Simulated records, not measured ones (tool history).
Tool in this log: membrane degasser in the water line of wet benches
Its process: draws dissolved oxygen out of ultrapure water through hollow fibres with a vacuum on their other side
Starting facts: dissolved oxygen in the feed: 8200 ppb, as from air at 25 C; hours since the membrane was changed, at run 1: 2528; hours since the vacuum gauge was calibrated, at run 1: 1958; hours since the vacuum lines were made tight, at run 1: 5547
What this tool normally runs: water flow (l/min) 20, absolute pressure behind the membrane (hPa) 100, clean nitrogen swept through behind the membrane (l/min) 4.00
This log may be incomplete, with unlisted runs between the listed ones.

run	day	water flow (l/min)	absolute pressure behind the membrane (hPa)	clean nitrogen swept through behind the membrane (l/min)	hours since the membrane was changed	hours since the vacuum gauge was calibrated	hours since the vacuum lines were made tight	dissolved oxygen in the water behind the degasser (ppb)	pressure that the water loses in the fibres (hPa)
1	0.000	20	100	4.00	2528	1958	5547	90.6	586.3
2	11.862	20	100	4.00	2812	2242	5832	90.1	584.7
3	19.233	19	100	4.00	2989	2419	6009	85.2	548.9
# day 25.017: seals of the vacuum lines changed
4	30.596	20	100	4.00	3260	2690	134	90.5	581.3
5	42.408	20	100	4.00	3543	2974	417	90.7	578.4
6	53.292	20	100	4.00	3805	3235	679	89.9	581.2
7	61.467	15	100	4.00	4001	3431	875	63.3	431.7
8	73.812	21	90	2.78	4297	3727	1171	115.6	608.0
9	86.638	12	142	3.01	4605	4035	1479	106.7	348.1
10	93.258	12	197	3.96	4764	4194	1638	119.8	342.4

Run 11, settings as shown, results not yet in. Your forecast:
11	101.175	15	100	7.00	4954	4384	1828	?	?

Run 11 produced dissolved oxygen in the water behind the degasser (ppb) 37.7, pressure that the water loses in the fibres (hPa) 432.5.
With no hidden state in the tool, this same run would have given dissolved oxygen in the water behind the degasser (ppb) 37.7, pressure that the water loses in the fibres (hPa) 437.2.
